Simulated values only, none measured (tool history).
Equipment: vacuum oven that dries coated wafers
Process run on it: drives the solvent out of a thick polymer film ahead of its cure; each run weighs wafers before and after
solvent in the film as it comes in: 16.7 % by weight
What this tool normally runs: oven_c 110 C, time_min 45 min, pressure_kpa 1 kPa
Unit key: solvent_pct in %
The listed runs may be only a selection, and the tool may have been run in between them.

| run | hour | oven_c | time_min | pressure_kpa | solvent_pct |
|---|---|---|---|---|---|
| 1 | 0 | 110 | 45 | 1 | 1.21 |
| 2 | 110.6 | 110 | 26 | 1 | 2.86 |
| 3 | 178.9 | 110 | 26 | 1 | 2.79 |
| 4 | 258.7 | 110 | 26 | 1 | 2.77 |
| 5 | 379.4 | 110 | 45 | 2.26 | 1.92 |
| 6 | 450 | 121 | 45 | 1 | 0.51 |
| 7 | 519.7 | 110 | 31 | 1 | 2.14 |
| 8 | 597.5 | 110 | 45 | 1 | 1.23 |
| 9 | 702.3 | 110 | 45 | 1 | 1.2 |
| 10 | 752.5 | 110 | 45 | 1 | 1.18 |
| 11 | 828.1 | 110 | 40 | 1 | 1.45 |
| 12 | 905.8 | 110 | 45 | 1 | 1.21 |
| 13 | 979.3 | 110 | 45 | 1 | 1.25 |
| 14 | 1039.8 | 110 | 45 | 1 | 1.2 |
| 15 | 1126.8 | 110 | 45 | 3.36 | 2.52 |
| 16 | 1190.4 | 110 | 45 | 3.36 | 2.54 |
| 17 | 1307.7 | 110 | 45 | 3.36 | 2.58 |
| 18 | 1359 | 110 | 45 | 3.36 | 2.55 |
| 19 | 1467.1 | 110 | 45 | 3.36 | 2.49 |
| 20 | 1569.7 | 113 | 32 | 3.77 | 3.03 |
|  | 1611.6 | oven's thermocouples calibrated |
| 21 | 1685.8 | 113 | 32 | 3.77 | 3.18 |
| 22 | 1767.8 | 115 | 45 | 0.52 | 0.71 |
| 23 | 1848.1 | 110 | 24 | 1.71 | 3.62 |
| 24 | 1932 | 110 | 39 | 1.71 | 2.05 |
| 25 | 1993.4 | 119 | 39 | 2.92 | 1.66 |
| 26 | 2069.6 | 104 | 23 | 3.31 | 5.97 |
| 27 | 2145.6 | 104 | 23 | 3.31 | 5.97 |
| 28 | 2246 | 106 | 42 | 1 | 1.98 |
| 29 | 2305.7 | 101 | 62 | 1 | 1.69 |
| 30 | 2385.5 | 124 | 33 | 0.94 | 0.73 |
|  | 2468.1 | vacuum gauge cleaned of residue and calibrated |
| 31 | 2507.4 | 124 | 33 | 0.94 | 0.61 |

Forecast each of these 3 alternatives for the next run:
| A | 2564.1 | 110 | 23 | 0.53 | ? |
| B | 2564.1 | 120 | 45 | 1.49 | ? |
| C | 2564.1 | 120 | 22 | 2.76 | ? |

| run | solvent_pct |
|---|---|
| A | 3.01 |
| B | 0.77 |
| C | 2.49 |
Without the tool's unlogged condition, the same runs would have read:
| run | solvent_pct |
|---|---|
| A | 3.1 |
| B | 0.79 |
| C | 2.56 |

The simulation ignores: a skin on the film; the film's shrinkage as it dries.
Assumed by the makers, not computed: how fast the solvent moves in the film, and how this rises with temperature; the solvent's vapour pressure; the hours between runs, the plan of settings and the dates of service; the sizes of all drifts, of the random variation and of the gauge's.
